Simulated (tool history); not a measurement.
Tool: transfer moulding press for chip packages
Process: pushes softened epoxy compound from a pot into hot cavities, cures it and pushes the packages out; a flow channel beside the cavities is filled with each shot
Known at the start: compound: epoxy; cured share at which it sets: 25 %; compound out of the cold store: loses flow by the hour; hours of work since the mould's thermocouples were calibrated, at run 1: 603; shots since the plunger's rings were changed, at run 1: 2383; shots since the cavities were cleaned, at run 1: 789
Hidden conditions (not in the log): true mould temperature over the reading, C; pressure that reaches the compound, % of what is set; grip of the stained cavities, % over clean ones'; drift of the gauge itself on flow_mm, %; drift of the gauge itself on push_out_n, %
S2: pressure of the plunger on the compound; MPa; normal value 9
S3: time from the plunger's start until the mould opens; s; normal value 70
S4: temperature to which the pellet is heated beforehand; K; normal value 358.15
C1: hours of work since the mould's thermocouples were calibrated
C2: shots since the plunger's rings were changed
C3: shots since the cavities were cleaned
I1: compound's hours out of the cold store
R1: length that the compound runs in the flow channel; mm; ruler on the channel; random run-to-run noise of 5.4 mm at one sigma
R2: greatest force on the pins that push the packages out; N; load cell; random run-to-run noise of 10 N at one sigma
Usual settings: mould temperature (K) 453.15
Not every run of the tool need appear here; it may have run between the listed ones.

run 1 hour=0 | mould_temperature_(K)=453.15 S2=9 S3=70 S4=358.15 | C1=603 C2=2383 C3=789 | I1=24.7 | R1=731 R2=490
-- hour=18.4 cavities cleaned with cleaning compound and waxed
run 2 hour=59.7 | mould_temperature_(K)=453.15 S2=9 S3=70 S4=349.15 | C1=627 C2=2909 C3=373 | I1=10.1 | R1=769 R2=510
run 3 hour=86 | mould_temperature_(K)=453.15 S2=9 S3=70 S4=349.15 | C1=637 C2=3147 C3=611 | I1=44 | R1=688 R2=476
-- hour=110.7 mould's thermocouples calibrated
-- hour=125 cavities cleaned with cleaning compound and waxed
-- hour=132 plunger's sealing rings changed
run 4 hour=148.5 | mould_temperature_(K)=453.15 S2=9 S3=70 S4=349.15 | C1=14 C2=150 C3=191 | I1=18 | R1=742 R2=501
run 5 hour=201.7 | mould_temperature_(K)=453.15 S2=9 S3=70 S4=349.15 | C1=36 C2=631 C3=672 | I1=27.1 | R1=719 R2=510
-- hour=232.3 cavities cleaned with cleaning compound and waxed
run 6 hour=258.3 | mould_temperature_(K)=453.15 S2=9 S3=70 S4=349.15 | C1=58 C2=1129 C3=235 | I1=40.3 | R1=691 R2=502
run 7 hour=311 | mould_temperature_(K)=453.15 S2=9 S3=70 S4=349.15 | C1=80 C2=1606 C3=712 | I1=15.1 | R1=754 R2=513
-- hour=335.1 cavities cleaned with cleaning compound and waxed
run 8 hour=372.7 | mould_temperature_(K)=453.15 S2=9 S3=70 S4=349.15 | C1=104 C2=2149 C3=339 | I1=41.1 | R1=694 R2=490
run 9 hour=417.8 | mould_temperature_(K)=453.15 S2=9 S3=70 S4=358.15 | C1=122 C2=2557 C3=747 | I1=22.3 | R1=728 R2=506
-- hour=440.4 cavities cleaned with cleaning compound and waxed
run 10 hour=470.5 | mould_temperature_(K)=453.15 S2=9 S3=70 S4=359.15 | C1=143 C2=3020 C3=272 | I1=27.2 | R1=720 R2=474
run 11 hour=507.7 | mould_temperature_(K)=453.15 S2=9 S3=70 S4=359.15 | C1=159 C2=3357 C3=609 | I1=39.6 | R1=704 R2=479
-- hour=530 plunger's sealing rings changed
-- hour=547.1 cavities cleaned with cleaning compound and waxed
run 12 hour=566.4 | mould_temperature_(K)=453.15 S2=9 S3=70 S4=359.15 | C1=181 C2=316 C3=175 | I1=10.8 | R1=767 R2=475
run 13 hour=604.6 | mould_temperature_(K)=453.15 S2=9 S3=70 S4=359.15 | C1=197 C2=661 C3=520 | I1=37.1 | R1=712 R2=473
-- hour=649.9 cavities cleaned with cleaning compound and waxed
run 14 hour=654.7 | mould_temperature_(K)=453.15 S2=9 S3=70 S4=359.15 | C1=216 C2=1101 C3=44 | I1=43.9 | R1=692 R2=465
run 15 hour=710.5 | mould_temperature_(K)=454.15 S2=9 S3=70 S4=358.15 | C1=239 C2=1605 C3=548 | I1=43 | R1=701 R2=438
run 16 hour=745.7 | mould_temperature_(K)=453.15 S2=8.73 S3=50 S4=354.15 | C1=254 C2=1923 C3=866 | I1=37.6 | R1=698 R2=1159
-- hour=755.1 cavities cleaned with cleaning compound and waxed
run 17 hour=787.6 | mould_temperature_(K)=457.15 S2=8.73 S3=50 S4=366.15 | C1=270 C2=2288 C3=293 | I1=9 | R1=748 R2=923
run 18 hour=821 | mould_temperature_(K)=451.15 S2=8.57 S3=70 S4=358.15 | C1=284 C2=2590 C3=595 | I1=15 | R1=737 R2=563
run 19 hour=851.6 | mould_temperature_(K)=451.15 S2=8.57 S3=70 S4=358.15 | C1=296 C2=2867 C3=872 | I1=15.9 | R1=740 R2=564
-- hour=860.6 cavities cleaned with cleaning compound and waxed
run 20 hour=877.7 | mould_temperature_(K)=453.15 S2=9.06 S3=107 S4=355.15 | C1=306 C2=3089 C3=154 | I1=28.9 | R1=724 R2=306
run 21 hour=911.4 | mould_temperature_(K)=449.15 S2=9 S3=55 S4=358.15 | C1=320 C2=3394 C3=459 | I1=47.2 | R1=691 R2=1125
-- hour=925.9 plunger's sealing rings changed
run 22 hour=948.8 | mould_temperature_(K)=448.15 S2=9 S3=91 S4=358.15 | C1=334 C2=207 C3=774 | I1=31.9 | R1=732 R2=366
-- hour=968.6 cavities cleaned with cleaning compound and waxed
run 23 hour=1009.9 | mould_temperature_(K)=448.15 S2=9 S3=91 S4=358.15 | C1=359 C2=747 C3=374 | I1=43.6 | R1=706 R2=361
run 24 hour=1038.9 | mould_temperature_(K)=460.15 S2=9 S3=91 S4=360.15 | C1=370 C2=1009 C3=636 | I1=9.3 | R1=756 R2=314
-- hour=1071.2 cavities cleaned with cleaning compound and waxed
run 25 hour=1077.8 | mould_temperature_(K)=460.15 S2=9 S3=91 S4=360.15 | C1=386 C2=1347 C3=60 | I1=38.4 | R1=686 R2=295
run 26 hour=1136.5 | mould_temperature_(K)=460.15 S2=9 S3=91 S4=360.15 | C1=410 C2=1877 C3=590 | I1=36.9 | R1=691 R2=289
-- hour=1174.9 cavities cleaned with cleaning compound and waxed
run 27 hour=1179.6 | mould_temperature_(K)=454.15 S2=8.93 S3=59 S4=364.15 | C1=427 C2=2254 C3=43 | I1=18.3 | R1=740 R2=714

How the hidden state differs across the entries between the runs, from the last listed run before each to the first after it:
In the gap between runs 1 and 2: cavities cleaned with cleaning compound and waxed (hour 18.4)
  pressure that reaches the compound, % of what is set: 99.9 -> 99.88; grip of the stained cavities, % over clean ones': 1 -> 0.6
  measured value less the no-hidden-state value, R2: +5 -> +3 N
In the gap between runs 3 and 4: mould's thermocouples calibrated (hour 110.7); cavities cleaned with cleaning compound and waxed (hour 125); plunger's sealing rings changed (hour 132)
  true mould temperature over the reading, C: 0.01 -> 0; pressure that reaches the compound, % of what is set: 99.87 -> 99.98; grip of the stained cavities, % over clean ones': 0.9 -> 0.4
  measured value less the no-hidden-state value, R2: +4 -> +2 N
In the gap between runs 5 and 6: cavities cleaned with cleaning compound and waxed (hour 232.3)
  pressure that reaches the compound, % of what is set: 99.96 -> 99.94; grip of the stained cavities, % over clean ones': 0.9 -> 0.5
  measured value less the no-hidden-state value, R2: +4 -> +2 N
In the gap between runs 7 and 8: cavities cleaned with cleaning compound and waxed (hour 335.1)
  pressure that reaches the compound, % of what is set: 99.92 -> 99.9; grip of the stained cavities, % over clean ones': 1 -> 0.6
  measured value less the no-hidden-state value, R2: +5 -> +2 N
In the gap between runs 9 and 10: cavities cleaned with cleaning compound and waxed (hour 440.4)
  pressure that reaches the compound, % of what is set: 99.88 -> 99.87; grip of the stained cavities, % over clean ones': 1 -> 0.5
  measured value less the no-hidden-state value, R2: +5 -> +3 N
In the gap between runs 11 and 12: plunger's sealing rings changed (hour 530); cavities cleaned with cleaning compound and waxed (hour 547.1)
  pressure that reaches the compound, % of what is set: 99.85 -> 99.98; grip of the stained cavities, % over clean ones': 0.9 -> 0.4
  measured value less the no-hidden-state value, R2: +4 -> +2 N
In the gap between runs 13 and 14: cavities cleaned with cleaning compound and waxed (hour 649.9)
  pressure that reaches the compound, % of what is set: 99.97 -> 99.95; grip of the stained cavities, % over clean ones': 0.8 -> 0.1
  measured value less the no-hidden-state value, R2: +4 -> +0 N
In the gap between runs 16 and 17: cavities cleaned with cleaning compound and waxed (hour 755.1)
  pressure that reaches the compound, % of what is set: 99.92 -> 99.9; grip of the stained cavities, % over clean ones': 1.1 -> 0.5
  measured value less the no-hidden-state value, R2: +13 -> +4 N
In the gap between runs 19 and 20: cavities cleaned with cleaning compound and waxed (hour 860.6)
  pressure that reaches the compound, % of what is set: 99.88 -> 99.87; grip of the stained cavities, % over clean ones': 1.1 -> 0.3
  measured value less the no-hidden-state value, R2: +6 -> +2 N
In the gap between runs 21 and 22: plunger's sealing rings changed (hour 925.9)
  pressure that reaches the compound, % of what is set: 99.85 -> 99.99; grip of the stained cavities, % over clean ones': 0.8 -> 1.1
  measured value less the no-hidden-state value, R2: +9 -> +4 N
In the gap between runs 22 and 23: cavities cleaned with cleaning compound and waxed (hour 968.6)
  pressure that reaches the compound, % of what is set: 99.99 -> 99.96; grip of the stained cavities, % over clean ones': 1.1 -> 0.7
  measured value less the no-hidden-state value, R2: +4 -> +3 N
In the gap between runs 24 and 25: cavities cleaned with cleaning compound and waxed (hour 1071.2)
  pressure that reaches the compound, % of what is set: 99.95 -> 99.94; grip of the stained cavities, % over clean ones': 0.9 -> 0.2
  measured value less the no-hidden-state value, R2: +3 -> +1 N
In the gap between runs 26 and 27: cavities cleaned with cleaning compound and waxed (hour 1174.9)
  pressure that reaches the compound, % of what is set: 99.92 -> 99.9; grip of the stained cavities, % over clean ones': 0.9 -> 0.1
  measured value less the no-hidden-state value, R2: +3 -> +1 N

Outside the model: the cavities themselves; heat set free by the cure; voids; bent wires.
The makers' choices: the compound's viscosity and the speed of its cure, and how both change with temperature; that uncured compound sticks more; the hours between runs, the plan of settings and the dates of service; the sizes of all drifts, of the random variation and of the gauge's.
